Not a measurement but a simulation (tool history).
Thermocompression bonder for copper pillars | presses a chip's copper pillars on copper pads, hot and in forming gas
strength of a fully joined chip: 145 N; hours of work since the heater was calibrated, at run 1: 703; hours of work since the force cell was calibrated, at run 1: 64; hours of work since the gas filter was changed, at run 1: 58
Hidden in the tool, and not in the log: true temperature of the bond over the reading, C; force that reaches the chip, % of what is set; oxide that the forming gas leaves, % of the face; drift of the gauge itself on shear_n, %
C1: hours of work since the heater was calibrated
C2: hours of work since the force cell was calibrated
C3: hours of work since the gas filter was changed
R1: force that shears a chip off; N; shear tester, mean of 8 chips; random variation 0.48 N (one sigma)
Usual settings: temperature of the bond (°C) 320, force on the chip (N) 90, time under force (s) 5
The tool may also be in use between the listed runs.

run 1 hour=0.0 | temperature_of_the_bond_(°C)=320 force_on_the_chip_(N)=90 time_under_force_(s)=5 | C1=703 C2=64 C3=58 | R1=91.4
run 2 hour=7.2 | temperature_of_the_bond_(°C)=320 force_on_the_chip_(N)=90 time_under_force_(s)=5 | C1=708 C2=69 C3=62 | R1=91.2
run 3 hour=19.1 | temperature_of_the_bond_(°C)=320 force_on_the_chip_(N)=56 time_under_force_(s)=5 | C1=715 C2=76 C3=70 | R1=72.4
run 4 hour=26.7 | temperature_of_the_bond_(°C)=320 force_on_the_chip_(N)=90 time_under_force_(s)=5 | C1=720 C2=81 C3=75 | R1=91.3
run 5 hour=31.5 | temperature_of_the_bond_(°C)=320 force_on_the_chip_(N)=67 time_under_force_(s)=5 | C1=723 C2=84 C3=78 | R1=79.1
run 6 hour=43.0 | temperature_of_the_bond_(°C)=320 force_on_the_chip_(N)=67 time_under_force_(s)=5 | C1=731 C2=91 C3=85 | R1=79.4
run 7 hour=52.8 | temperature_of_the_bond_(°C)=320 force_on_the_chip_(N)=90 time_under_force_(s)=3 | C1=737 C2=97 C3=91 | R1=76.6
run 8 hour=62.4 | temperature_of_the_bond_(°C)=303 force_on_the_chip_(N)=90 time_under_force_(s)=5 | C1=743 C2=103 C3=97 | R1=75.7
run 9 hour=73.6 | temperature_of_the_bond_(°C)=320 force_on_the_chip_(N)=69 time_under_force_(s)=5 | C1=750 C2=110 C3=104 | R1=79.2
-- hour=77.9 forming gas filter changed
run 10 hour=79.4 | temperature_of_the_bond_(°C)=350 force_on_the_chip_(N)=90 time_under_force_(s)=5 | C1=753 C2=114 C3=1 | R1=115.2
run 11 hour=86.5 | temperature_of_the_bond_(°C)=350 force_on_the_chip_(N)=90 time_under_force_(s)=5 | C1=758 C2=118 C3=5 | R1=114.5
run 12 hour=95.6 | temperature_of_the_bond_(°C)=350 force_on_the_chip_(N)=90 time_under_force_(s)=5 | C1=763 C2=124 C3=11 | R1=114.1
run 13 hour=103.9 | temperature_of_the_bond_(°C)=350 force_on_the_chip_(N)=90 time_under_force_(s)=5 | C1=768 C2=129 C3=16 | R1=114.5
run 14 hour=112.0 | temperature_of_the_bond_(°C)=350 force_on_the_chip_(N)=90 time_under_force_(s)=5 | C1=774 C2=134 C3=21 | R1=113.9
run 15 hour=117.5 | temperature_of_the_bond_(°C)=350 force_on_the_chip_(N)=90 time_under_force_(s)=5 | C1=777 C2=138 C3=25 | R1=113.5
run 16 hour=123.4 | temperature_of_the_bond_(°C)=307 force_on_the_chip_(N)=90 time_under_force_(s)=3 | C1=781 C2=141 C3=29 | R1=67.6
run 17 hour=132.3 | temperature_of_the_bond_(°C)=339 force_on_the_chip_(N)=90 time_under_force_(s)=6 | C1=786 C2=147 C3=34 | R1=109.3

Forecast run 18:
run 18 hour=141.1 | temperature_of_the_bond_(°C)=346 force_on_the_chip_(N)=109 time_under_force_(s)=14 | C1=792 C2=152 C3=40 | R1=?

{"run 18": {"R1": 133.8}}
Without the tool's hidden state the same run would have given R1 137.7 N.
